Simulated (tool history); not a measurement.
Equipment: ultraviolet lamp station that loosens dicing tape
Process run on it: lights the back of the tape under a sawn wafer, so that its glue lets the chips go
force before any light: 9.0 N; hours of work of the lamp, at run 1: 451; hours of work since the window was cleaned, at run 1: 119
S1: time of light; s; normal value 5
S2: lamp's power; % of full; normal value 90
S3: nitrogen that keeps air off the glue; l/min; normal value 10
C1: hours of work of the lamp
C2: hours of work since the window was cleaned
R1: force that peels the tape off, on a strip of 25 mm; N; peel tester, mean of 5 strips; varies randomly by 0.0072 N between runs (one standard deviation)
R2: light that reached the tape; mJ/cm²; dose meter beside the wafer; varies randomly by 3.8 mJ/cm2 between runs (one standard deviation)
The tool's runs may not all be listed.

run 1 day=0 | S1=5 S2=90 S3=10 | C1=451 C2=119 | R1=0.252 R2=648
run 2 day=0.458 | S1=5 S2=90 S3=10 | C1=459 C2=127 | R1=0.27 R2=647
run 3 day=1.188 | S1=5 S2=90 S3=10 | C1=471 C2=140 | R1=0.259 R2=648
run 4 day=1.829 | S1=5 S2=83 S3=10 | C1=482 C2=151 | R1=0.28 R2=597
run 5 day=2.546 | S1=5 S2=83 S3=10 | C1=494 C2=163 | R1=0.285 R2=597
run 6 day=2.908 | S1=5 S2=83 S3=10 | C1=501 C2=169 | R1=0.286 R2=597
run 7 day=3.267 | S1=5 S2=90 S3=10 | C1=507 C2=175 | R1=0.268 R2=645
run 8 day=4.008 | S1=5 S2=90 S3=3 | C1=519 C2=188 | R1=0.624 R2=645
run 9 day=4.492 | S1=5 S2=90 S3=3 | C1=528 C2=196 | R1=0.613 R2=638
run 10 day=5.196 | S1=7 S2=90 S3=10 | C1=540 C2=208 | R1=0.199 R2=893
run 11 day=5.804 | S1=5 S2=90 S3=10 | C1=550 C2=219 | R1=0.249 R2=644
run 12 day=6.45 | S1=5 S2=90 S3=10 | C1=561 C2=230 | R1=0.251 R2=639
-- day=6.996 gauge calibrated
run 13 day=7.258 | S1=5 S2=90 S3=10 | C1=575 C2=244 | R1=0.268 R2=647
run 14 day=7.912 | S1=5 S2=90 S3=10 | C1=586 C2=255 | R1=0.258 R2=651
run 15 day=8.529 | S1=5 S2=90 S3=10 | C1=597 C2=265 | R1=0.256 R2=646
run 16 day=9.246 | S1=3 S2=84 S3=10 | C1=609 C2=278 | R1=0.758 R2=360
run 17 day=9.65 | S1=5 S2=84 S3=10 | C1=616 C2=285 | R1=0.29 R2=606
run 18 day=10.425 | S1=5 S2=84 S3=10 | C1=630 C2=298 | R1=0.285 R2=602
run 19 day=11.112 | S1=5 S2=84 S3=15 | C1=641 C2=310 | R1=0.243 R2=599
run 20 day=11.479 | S1=2 S2=96 S3=15 | C1=648 C2=316 | R1=0.967 R2=270
run 21 day=11.879 | S1=3 S2=96 S3=11 | C1=654 C2=323 | R1=0.516 R2=411
run 22 day=12.25 | S1=3 S2=96 S3=11 | C1=661 C2=329 | R1=0.546 R2=404
run 23 day=12.738 | S1=5 S2=90 S3=15 | C1=669 C2=338 | R1=0.226 R2=635
run 24 day=13.512 | S1=4 S2=64 S3=12 | C1=683 C2=351 | R1=0.615 R2=360
-- day=13.983 window cleaned of glue's vapour
run 25 day=14.038 | S1=4 S2=64 S3=12 | C1=691 C2=1 | R1=0.632 R2=361
run 26 day=14.729 | S1=5 S2=91 S3=10 | C1=703 C2=13 | R1=0.242 R2=641
run 27 day=15.196 | S1=5 S2=87 S3=5 | C1=711 C2=21 | R1=0.425 R2=605
run 28 day=15.688 | S1=3 S2=76 S3=10 | C1=719 C2=29 | R1=0.893 R2=320
run 29 day=16.179 | S1=3 S2=76 S3=10 | C1=728 C2=38 | R1=0.886 R2=320

Selected run-to-run steps in R2, each split into two signed amounts: the part the tool would show with no hidden state at all (from settings, incoming material and random variation), and the remainder, which goes to the hidden state together with any gauge scatter not common to the measured and the hidden-state-free results:
Hidden state at play: lamp's light, % of a new lamp's; light that the window lets through, % of a clean one's; drift of the gauge itself on peel_n, %; drift of the gauge itself on dose_mj_cm2, %.
Run 12 -> 13: gauge calibrated. R2 +8 mJ/cm²: hidden state +17, all else -9.
Run 15 -> 16: S1 5 -> 3, S2 90 -> 84. R2 -286 mJ/cm²: hidden state +2, all else -288.
Run 19 -> 20: S1 5 -> 2, S2 84 -> 96. R2 -329 mJ/cm²: hidden state +7, all else -336.
Run 25 -> 26: S1 4 -> 5, S2 64 -> 91, S3 12 -> 10. R2 +280 mJ/cm²: hidden state -11, all else +291.
